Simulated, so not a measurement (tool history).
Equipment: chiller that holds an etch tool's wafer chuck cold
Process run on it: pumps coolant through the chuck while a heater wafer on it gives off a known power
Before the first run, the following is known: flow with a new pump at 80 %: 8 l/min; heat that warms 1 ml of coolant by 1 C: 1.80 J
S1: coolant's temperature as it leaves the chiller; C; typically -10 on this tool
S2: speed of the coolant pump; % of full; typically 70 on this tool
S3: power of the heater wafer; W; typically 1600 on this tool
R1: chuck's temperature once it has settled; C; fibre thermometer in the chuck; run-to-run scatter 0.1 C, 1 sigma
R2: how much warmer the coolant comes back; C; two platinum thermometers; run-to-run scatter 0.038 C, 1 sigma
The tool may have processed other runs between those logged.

run,hour,S1,S2,S3,R1,R2
1,0.0,-10,70,1600,12.1,8.01
2,109.1,-10,70,1600,11.9,8.07
3,212.5,-10,70,1600,12.2,8.08
4,372.2,-10,70,1600,12.3,8.08
5,534.5,-10,70,1600,12.3,8.03
6,651.1,-10,70,1600,12.3,8.08
7,808.9,-10,70,1782,15.1,9.00
8,876.6,-10,61,1782,17.1,10.31
# hour 896.2: coolant pump overhauled
9,979.0,-10,93,1782,11.9,6.98
10,1085.1,-10,93,1782,12.0,7.07
11,1205.7,-10,70,1600,13.1,8.39
12,1351.0,-10,70,1600,13.3,8.37
# hour 1455.9: coolant changed, channels flushed
13,1501.2,-10,70,1600,10.5,8.39
14,1653.6,-10,70,1600,10.8,8.41
15,1781.8,-10,70,1600,10.8,8.43
# hour 1798.1: coolant pump overhauled, once more
16,1942.8,-10,70,1600,9.7,7.61
# hour 1950.9: chiller's thermometer calibrated
17,2071.8,-10,63,1648,12.4,8.78
18,2209.0,-8,63,1594,13.7,8.51
19,2357.7,-7,70,1600,13.4,7.65
20,2446.6,-16,70,1655,5.5,8.09
21,2579.6,-17,73,1655,3.9,7.60
22,2716.4,-10,95,918,0.1,3.26
23,2784.4,-7,70,1448,11.8,6.98
24,2936.6,-10,61,1600,12.5,8.83
25,3018.7,-10,60,1600,12.8,9.00
26,3126.0,-4,75,1600,16.1,7.19
27,3229.0,-8,80,1754,13.4,7.44
28,3343.7,-6,64,988,7.6,5.23
29,3469.6,-14,77,1600,5.9,7.01
30,3617.7,-13,92,866,-3.2,3.22
31,3684.7,-10,71,1651,11.7,7.82

Difference, measured minus no-hidden-state, one row per run. Run-to-run variation is common to both terms; the gauge's own scatter need not be:
Unlogged tool condition in this case: heat passed by the chuck's channels, % of clean ones'; flow at a given pump speed, % of a new pump's; coolant's true temperature over the reading, C; drift of the gauge itself on chuck_c, C; drift of the gauge itself on warmer_back_c, C.
run,R1,R2
1,+2.0,+0.37
2,+1.9,+0.38
3,+2.0,+0.39
4,+2.2,+0.39
5,+2.2,+0.40
6,+2.3,+0.42
7,+2.7,+0.48
8,+2.9,+0.55
9,+2.8,+0.62
10,+2.8,+0.64
11,+3.0,+0.78
12,+3.1,+0.78
13,+0.5,+0.80
14,+0.6,+0.81
15,+0.6,+0.82
16,-0.5,+0.01
17,+0.5,+0.02
18,+0.4,+0.03
19,+0.5,+0.04
20,+0.6,+0.04
21,+0.6,+0.06
22,+0.2,+0.02
23,+0.6,+0.06
24,+0.8,+0.09
25,+0.9,+0.10
26,+0.8,+0.09
27,+0.9,+0.10
28,+0.5,+0.07
29,+0.9,+0.11
30,+0.4,+0.05
31,+1.1,+0.13
